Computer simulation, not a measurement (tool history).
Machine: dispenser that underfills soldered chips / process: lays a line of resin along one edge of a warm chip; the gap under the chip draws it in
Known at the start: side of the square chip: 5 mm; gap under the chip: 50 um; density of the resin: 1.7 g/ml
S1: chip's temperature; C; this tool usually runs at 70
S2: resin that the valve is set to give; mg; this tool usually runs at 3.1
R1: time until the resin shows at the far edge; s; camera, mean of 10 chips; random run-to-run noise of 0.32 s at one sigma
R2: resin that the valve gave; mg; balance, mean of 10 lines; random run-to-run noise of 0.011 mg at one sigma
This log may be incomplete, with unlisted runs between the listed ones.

| run | day | S1 | S2 | R1 | R2 |
|---|---|---|---|---|---|
| 1 | 0 | 70 | 3.1 | 16 | 2.98 |
|  | 0.162 | new syringe of resin |
| 2 | 0.462 | 70 | 3.1 | 16.1 | 2.96 |
|  | 0.533 | new syringe of resin |
|  | 0.896 | new syringe of resin |
| 3 | 0.992 | 62 | 3.1 | 17.5 | 2.94 |
|  | 1.25 | new syringe of resin |
| 4 | 1.329 | 70 | 3.27 | 12.3 | 3.11 |
|  | 1.604 | new syringe of resin |
|  | 1.646 | dispensing valve cleaned and set on the balance |
| 5 | 1.817 | 70 | 3.27 | 13.9 | 3.27 |
|  | 2.042 | new syringe of resin |
| 6 | 2.075 | 69 | 3.1 | 11.9 | 3.09 |
|  | 2.408 | new syringe of resin |
| 7 | 2.562 | 65 | 3.1 | 16.2 | 3.07 |
|  | 2.771 | new syringe of resin |
| 8 | 2.983 | 65 | 3.1 | 18.2 | 3.02 |
|  | 3.142 | new syringe of resin |
| 9 | 3.304 | 65 | 3.1 | 15.9 | 3.02 |
|  | 3.525 | new syringe of resin |
| 10 | 3.85 | 65 | 3.1 | 20.8 | 2.98 |
|  | 3.912 | new syringe of resin |
| 11 | 4.125 | 65 | 3.67 | 17.6 | 3.52 |
|  | 4.312 | new syringe of resin |
|  | 4.688 | new syringe of resin |
| 12 | 4.688 | 65 | 3.67 | 13.4 | 3.51 |
| 13 | 5.004 | 65 | 3.67 | 21.2 | 3.48 |
|  | 5.058 | new syringe of resin |
|  | 5.433 | new syringe of resin |
| 14 | 5.517 | 65 | 3.67 | 15 | 3.45 |
|  | 5.688 | dispensing valve cleaned and set on the balance |
|  | 5.833 | new syringe of resin |
| 15 | 5.983 | 70 | 2.72 | 14.4 | 2.73 |
|  | 6.217 | new syringe of resin |
| 16 | 6.254 | 70 | 2.72 | 12.2 | 2.7 |
|  | 6.579 | new syringe of resin |
| 17 | 6.633 | 70 | 2.72 | 12.5 | 2.68 |
|  | 6.962 | new syringe of resin |
| 18 | 7.212 | 61 | 2.7 | 22.7 | 2.65 |
|  | 7.325 | new syringe of resin |
|  | 7.7 | new syringe of resin |
| 19 | 7.767 | 57 | 3.79 | 19.5 | 3.68 |
|  | 8.079 | new syringe of resin |
| 20 | 8.217 | 71 | 3.81 | 12.7 | 3.68 |
|  | 8.446 | new syringe of resin |
| 21 | 8.521 | 71 | 3.81 | 11.6 | 3.68 |
|  | 8.821 | new syringe of resin |
| 22 | 8.879 | 70 | 2.8 | 12.6 | 2.68 |
| 23 | 9.121 | 69 | 3.55 | 17 | 3.38 |
|  | 9.196 | new syringe of resin |
|  | 9.55 | new syringe of resin |
| 24 | 9.612 | 60 | 3.61 | 17.7 | 3.41 |
|  | 9.767 | dispensing valve cleaned and set on the balance |
|  | 9.971 | new syringe of resin |
| 25 | 10.004 | 60 | 3.61 | 16.7 | 3.59 |
|  | 10.333 | new syringe of resin |
| 26 | 10.342 | 57 | 3.65 | 18.3 | 3.62 |
|  | 10.721 | new syringe of resin |
| 27 | 10.804 | 72 | 2.74 | 12.6 | 2.69 |
| 28 | 11.058 | 72 | 2.74 | 17.3 | 2.69 |
|  | 11.096 | new syringe of resin |
| 29 | 11.408 | 75 | 3.1 | 15.7 | 3.03 |
|  | 11.471 | new syringe of resin |
|  | 11.829 | new syringe of resin |
| 30 | 11.925 | 60 | 2.88 | 18.9 | 2.79 |
|  | 12.208 | new syringe of resin |
| 31 | 12.45 | 65 | 2.74 | 19.8 | 2.65 |
|  | 12.583 | new syringe of resin |
| 32 | 12.875 | 59 | 3.28 | 25.5 | 3.11 |
|  | 12.95 | new syringe of resin |
| 33 | 13.208 | 81 | 3.24 | 11.7 | 3.07 |

Consider 3 possible next runs. They are alternatives, not a sequence: every one starts from the tool as it was left by run 33. What does each give?
|  | 13.317 | new syringe of resin |
|  | 13.692 | new syringe of resin |
| A | 13.742 | 83 | 3.48 | ? | ? |
|  | 13.317 | new syringe of resin |
|  | 13.692 | new syringe of resin |
| B | 13.742 | 81 | 2.93 | ? | ? |
|  | 13.317 | new syringe of resin |
|  | 13.692 | new syringe of resin |
| C | 13.742 | 68 | 2.82 | ? | ? |

| run | R1 | R2 |
|---|---|---|
| A | 7.7 | 3.27 |
| B | 8.6 | 2.75 |
| C | 13.9 | 2.66 |
With the hidden condition removed and each run's random variation left untouched, the same runs would have given:
| run | R1 | R2 |
|---|---|---|
| A | 6.8 | 3.49 |
| B | 7.5 | 2.93 |
| C | 12.1 | 2.84 |
